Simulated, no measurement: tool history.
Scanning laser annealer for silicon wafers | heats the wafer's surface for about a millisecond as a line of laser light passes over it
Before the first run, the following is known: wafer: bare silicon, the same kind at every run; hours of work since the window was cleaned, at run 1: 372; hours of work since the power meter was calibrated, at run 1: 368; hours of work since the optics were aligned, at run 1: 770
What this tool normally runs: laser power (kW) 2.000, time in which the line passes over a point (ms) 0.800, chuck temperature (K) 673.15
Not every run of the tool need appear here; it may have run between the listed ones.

run    hour  laser power (kW)  time in which the line passes over a point (ms)  chuck temperature (K)  hours of work since the window was cleaned  hours of work since the power meter was calibrated  hours of work since the optics were aligned  highest temperature of the surface (K)
  1     0.0             2.000                                            0.800                 673.15                                         372                                                 368                                          770                                 1361.15
       24.5  -- window over the wafer cleaned
  2    27.7             2.000                                            0.800                 673.15                                           1                                                 378                                          780                                 1384.15
  3    55.6             2.000                                            0.800                 673.15                                          13                                                 390                                          792                                 1382.15
  4    78.1             2.000                                            0.800                 673.15                                          22                                                 399                                          801                                 1384.15
  5   109.1             2.000                                            0.800                 673.15                                          35                                                 411                                          813                                 1382.15
  6   148.4             2.000                                            0.800                 673.15                                          51                                                 428                                          830                                 1378.15
  7   183.7             1.800                                            0.800                 673.15                                          65                                                 442                                          844                                 1294.15
  8   224.0             2.000                                            0.822                 673.15                                          82                                                 458                                          860                                 1390.15
  9   251.5             1.822                                            0.800                 673.15                                          93                                                 470                                          872                                 1301.15
 10   269.0             2.000                                            0.800                 651.15                                         100                                                 477                                          879                                 1354.15
 11   288.5             2.000                                            0.800                 651.15                                         108                                                 485                                          887                                 1354.15
 12   329.9             2.000                                            0.670                 673.15                                         125                                                 502                                          904                                 1310.15
 13   352.0             2.000                                            0.860                 673.15                                         134                                                 511                                          913                                 1401.15
 14   376.6             2.000                                            0.860                 673.15                                         144                                                 521                                          923                                 1399.15
 15   410.9             2.000                                            0.860                 673.15                                         158                                                 535                                          937                                 1398.15
 16   431.8             2.000                                            0.860                 673.15                                         166                                                 543                                          945                                 1397.15
 17   456.3             2.000                                            0.860                 673.15                                         176                                                 553                                          955                                 1397.15
 18   485.2             2.000                                            0.720                 673.15                                         188                                                 565                                          967                                 1332.15
 19   508.8             2.000                                            0.720                 673.15                                         198                                                 575                                          977                                 1333.15
 20   534.4             1.925                                            0.800                 673.15                                         208                                                 585                                          987                                 1336.15
 21   555.5             1.925                                            0.800                 673.15                                         217                                                 594                                          996                                 1336.15
 22   573.4             1.925                                            0.800                 673.15                                         224                                                 601                                         1003                                 1336.15
 23   593.9             1.870                                            0.582                 673.15                                         233                                                 610                                         1012                                 1215.15
 24   627.8             1.895                                            0.912                 673.15                                         247                                                 623                                         1025                                 1363.15
 25   645.5             1.744                                            0.800                 639.15                                         254                                                 631                                         1033                                 1224.15
 26   666.2             2.000                                            0.969                 673.15                                         262                                                 639                                         1041                                 1434.15
 27   693.7             2.000                                            0.573                 673.15                                         273                                                 650                                         1052                                 1254.15
 28   720.1             2.000                                            0.613                 708.15                                         284                                                 661                                         1063                                 1307.15
 29   754.6             2.000                                            0.799                 677.15                                         298                                                 675                                         1077                                 1363.15
 30   784.3             2.080                                            0.599                 644.15                                         310                                                 687                                         1089                                 1263.15
 31   806.9             1.871                                            0.721                 704.15                                         320                                                 697                                         1099                                 1301.15
 32   842.9             2.076                                            0.612                 667.15                                         334                                                 711                                         1113                                 1287.15
 33   863.7             1.773                                            0.612                 711.15                                         343                                                 720                                         1122                                 1220.15
 34   904.2             2.158                                            0.612                 675.15                                         359                                                 736                                         1138                                 1328.15
 35   938.1             2.138                                            0.602                 675.15                                         373                                                 750                                         1152                                 1311.15
      959.6  -- window over the wafer cleaned
 36   982.7             1.978                                            0.602                 663.15                                           9                                                 768                                         1170                                 1261.15
     1010.0  -- optics aligned, line set to its width
 37  1022.2             1.749                                            0.687                 665.15                                          24                                                 782                                            5                                 1231.15
 38  1064.3             2.069                                            0.687                 685.15                                          41                                                 799                                           22                                 1382.15
 39  1088.1             2.000                                            0.580                 709.15                                          50                                                 809                                           32                                 1321.15
 40  1130.5             2.000                                            0.580                 709.15                                          68                                                 826                                           49                                 1317.15

What would each run have given without the hidden state, its run-to-run variation left as it was?
What the log doesn't record here: light that passes the window, % of a clean one's; laser's true power over the reading, %; width of the line over the set one, %; drift of the gauge itself on peak_c, C.
run  highest temperature of the surface (K)
  1                                 1401.15
  2                                 1399.15
  3                                 1399.15
  4                                 1401.15
  5                                 1400.15
  6                                 1397.15
  7                                 1312.15
  8                                 1412.15
  9                                 1321.15
 10                                 1377.15
 11                                 1378.15
 12                                 1333.15
 13                                 1429.15
 14                                 1427.15
 15                                 1428.15
 16                                 1427.15
 17                                 1428.15
 18                                 1361.15
 19                                 1363.15
 20                                 1367.15
 21                                 1368.15
 22                                 1368.15
 23                                 1242.15
 24                                 1399.15
 25                                 1255.15
 26                                 1475.15
 27                                 1286.15
 28                                 1341.15
 29                                 1403.15
 30                                 1300.15
 31                                 1337.15
 32                                 1326.15
 33                                 1253.15
 34                                 1371.15
 35                                 1354.15
 36                                 1281.15
 37                                 1233.15
 38                                 1385.15
 39                                 1325.15
 40                                 1322.15
